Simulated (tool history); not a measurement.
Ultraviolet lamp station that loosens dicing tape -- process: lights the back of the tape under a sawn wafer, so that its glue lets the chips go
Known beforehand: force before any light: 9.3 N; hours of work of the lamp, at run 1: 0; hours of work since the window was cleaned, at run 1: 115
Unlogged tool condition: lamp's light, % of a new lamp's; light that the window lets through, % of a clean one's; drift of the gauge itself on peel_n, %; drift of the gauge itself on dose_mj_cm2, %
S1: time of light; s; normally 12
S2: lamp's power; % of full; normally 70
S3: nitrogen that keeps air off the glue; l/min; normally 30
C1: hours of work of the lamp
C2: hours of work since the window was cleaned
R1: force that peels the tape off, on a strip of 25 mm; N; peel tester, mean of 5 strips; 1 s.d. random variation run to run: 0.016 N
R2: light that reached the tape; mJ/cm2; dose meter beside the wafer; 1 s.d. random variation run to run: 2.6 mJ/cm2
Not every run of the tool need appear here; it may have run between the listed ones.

run,hour,S1,S2,S3,C1,C2,R1,R2
1,0,12,70,30,0,115,0.783,326
2,79.6,12,70,30,47,162,0.799,315
3,160,12,70,30,95,210,0.836,308
4,230.8,12,70,30,137,252,0.887,304
5,281.9,7,70,30,167,282,2.237,175
6,363.6,7,70,30,215,330,2.374,171
7,446.4,7,96,30,264,379,1.463,229
8,493.6,12,70,30,292,407,1.045,283
9,564.4,12,70,30,334,449,1.105,277
# hour 575.5: window cleaned of glue's vapour
10,622,12,70,30,368,28,0.97,286
11,703.9,12,79,30,416,76,0.813,317
12,787,12,79,9,465,125,2.104,304
13,840.2,12,70,30,497,157,1.113,267
14,916.8,12,70,30,542,202,1.137,262
15,958.3,12,70,30,567,227,1.208,258
16,1028.3,12,70,30,608,268,1.272,253
17,1091.9,12,70,30,646,306,1.333,247
18,1152.6,12,70,30,682,342,1.312,246
19,1212.1,12,70,30,717,377,1.432,239
20,1297,12,70,30,767,427,1.473,230
# hour 1350.2: window cleaned of glue's vapour
21,1377.2,12,70,30,815,16,1.428,235
22,1448.2,12,70,30,857,58,1.479,226
23,1506.5,12,70,30,891,93,1.542,223
24,1573.3,18,87,30,931,132,0.469,410
25,1648.8,17,64,29,975,177,1.11,277
26,1736.2,17,84,29,1027,228,0.656,349
27,1813.2,17,84,29,1073,274,0.702,338
28,1886.3,17,84,29,1116,317,0.741,327
29,1962.5,17,84,29,1161,362,0.797,315
30,2015.4,17,73,22,1192,394,1.369,271
31,2098.5,17,73,22,1241,443,1.449,265
# hour 2120.3: window cleaned of glue's vapour
32,2142,17,68,22,1267,13,1.55,255
# hour 2158.5: lamp changed
33,2213.2,15,69,43,32,54,0.37,394
34,2288.3,15,69,43,77,99,0.392,389
35,2373.6,24,72,28,127,149,0.223,632
36,2431.6,13,61,28,162,184,1.049,289
37,2498.9,13,61,28,201,223,1.068,281
38,2545.9,13,61,28,229,251,1.123,278
39,2595.3,8,67,30,259,281,2.085,185
40,2646.4,21,70,23,289,311,0.388,499
41,2707.5,7,70,26,325,347,2.674,162
42,2781.7,7,97,17,369,391,2.306,222
43,2823.2,12,71,26,393,415,1.253,275

Below are 4 alternative next runs, each starting from the tool's condition after run 43. Predict each:
A,2861.5,7,71,14,416,438,?,?
B,2861.5,12,73,26,416,438,?,?
C,2861.5,11,71,51,416,438,?,?
D,2861.5,10,70,31,416,438,?,?

run,R1,R2
A,3.612,165
B,1.163,278
C,0.886,249
D,1.507,225
With the hidden condition removed and each run's random variation left untouched, the same runs would have given:
run,R1,R2
A,2.912,203
B,0.761,344
C,0.564,308
D,1.025,278
